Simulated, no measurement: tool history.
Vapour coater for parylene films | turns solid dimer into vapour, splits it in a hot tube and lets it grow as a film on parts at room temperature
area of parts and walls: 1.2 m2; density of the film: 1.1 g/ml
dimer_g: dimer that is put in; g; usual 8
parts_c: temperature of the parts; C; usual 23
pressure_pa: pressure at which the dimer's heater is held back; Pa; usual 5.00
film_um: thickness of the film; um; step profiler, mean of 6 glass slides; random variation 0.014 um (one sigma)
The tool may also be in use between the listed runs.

run	hour	dimer_g	parts_c	pressure_pa	film_um
1	0.0	8	23	5.00	2.98
2	15.8	8	23	5.00	2.96
3	26.5	8	23	5.00	2.95
4	39.1	12	23	5.00	4.42
5	52.7	12	23	5.00	4.39
6	65.1	12	23	5.00	4.38
7	71.8	7	23	5.00	2.58
# hour 77.1: trap's valve overhauled
8	90.8	9	33	5.00	2.69
9	106.6	9	33	5.00	2.68
10	118.5	9	33	5.00	2.65

4 ways to go on from here, each from the tool as it stands after run 10. What would each give?
A	126.2	11	31	2.38	?
B	126.2	11	33	5.00	?
C	126.2	9	33	4.98	?
D	126.2	9	33	2.36	?

run	film_um
A	3.68
B	3.26
C	2.68
D	2.90
Without the tool's hidden state the same runs would have given:
run	film_um
A	4.11
B	3.65
C	3.00
D	3.24

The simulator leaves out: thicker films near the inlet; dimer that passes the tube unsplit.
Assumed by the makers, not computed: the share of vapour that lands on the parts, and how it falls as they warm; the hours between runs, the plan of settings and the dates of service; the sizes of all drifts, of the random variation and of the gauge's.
